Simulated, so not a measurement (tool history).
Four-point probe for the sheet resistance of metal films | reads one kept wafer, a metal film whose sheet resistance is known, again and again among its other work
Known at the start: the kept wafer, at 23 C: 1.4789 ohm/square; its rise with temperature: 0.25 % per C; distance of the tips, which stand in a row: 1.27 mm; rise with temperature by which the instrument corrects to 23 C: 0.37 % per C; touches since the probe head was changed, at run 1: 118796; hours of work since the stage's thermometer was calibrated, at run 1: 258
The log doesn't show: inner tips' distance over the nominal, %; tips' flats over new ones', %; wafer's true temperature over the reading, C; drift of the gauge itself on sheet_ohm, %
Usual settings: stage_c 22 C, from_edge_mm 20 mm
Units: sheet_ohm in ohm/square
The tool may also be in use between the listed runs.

run	day	stage_c	from_edge_mm	touches since the probe head was changed	hours of work since the stage's thermometer was calibrated	sheet_ohm
1	0.000	22	20	118796	258	1.498125
2	2.558	22	20	120307	288	1.498355
3	7.375	22	20	123150	343	1.499007
4	11.258	22	20	125441	387	1.498394
5	16.196	22	20	128354	444	1.499026
6	18.617	20	20	129783	471	1.502855
7	23.433	20	20	132625	527	1.502716
8	28.096	20	20	135377	580	1.502688
9	32.792	22	20	138148	634	1.500404
10	35.629	22	20	139822	666	1.500551
11	39.458	22	12	142083	710	1.506064
12	41.746	22	12	143433	736	1.506032
13	46.704	26	20	146359	793	1.494494
14	49.150	26	20	147803	821	1.493976
15	54.092	26	20	150720	877	1.494418
16	57.104	26	20	152496	912	1.493843
17	62.150	26	20	155474	969	1.494911
18	65.138	26	20	157238	1004	1.495013
19	69.433	33	20	159774	1053	1.484067
20	73.512	25	20	162180	1099	1.497623
21	77.204	19	20	164359	1142	1.507660
22	80.262	20	20	166164	1177	1.505839
23	85.233	20	20	169098	1233	1.506852
24	89.975	26	3	171895	1288	1.623457
25	94.875	23	46	174787	1344	1.498709
26	97.142	23	46	176125	1370	1.498783
27	100.329	19	3	178007	1406	1.637329
28	105.225	22	41	180895	1462	1.501460
29	108.821	27	13	183018	1503	1.500293
30	111.400	25	20	184539	1533	1.499186
31	114.142	29	5	186159	1564	1.538902
32	117.329	29	5	188038	1601	1.540145
33	121.671	29	5	190600	1650	1.539959
34	125.092	22	14	192619	1689	1.508592
35	128.475	30	35	194616	1728	1.489617
36	132.967	30	35	197268	1780	1.490684
37	135.883	22	25	198990	1813	1.504543
38	139.050	22	25	200858	1849	1.504886
39	143.642	22	25	203566	1902	1.504605
40	146.125	26	9	205032	1930	1.511992
41	149.283	28	7	206896	1966	1.518987
# day 153.800: stage's thermometer calibrated
42	154.225	28	7	209800	5	1.518287
# day 154.746: new probe head fitted
43	158.796	28	4	2390	57	1.546844
44	161.525	18	26	4000	88	1.491000

4 ways to go on from here, each from the tool as it stands after run 44. What would each give?
A	163.662	29	37	5262	112	?
B	163.662	26	5	5262	112	?
C	163.662	26	25	5262	112	?
D	163.662	24	17	5262	112	?

run	sheet_ohm
A	1.471366
B	1.524723
C	1.476715
D	1.482571
Without the tool's hidden state the same runs would have given:
run	sheet_ohm
A	1.470289
B	1.523605
C	1.475631
D	1.481480

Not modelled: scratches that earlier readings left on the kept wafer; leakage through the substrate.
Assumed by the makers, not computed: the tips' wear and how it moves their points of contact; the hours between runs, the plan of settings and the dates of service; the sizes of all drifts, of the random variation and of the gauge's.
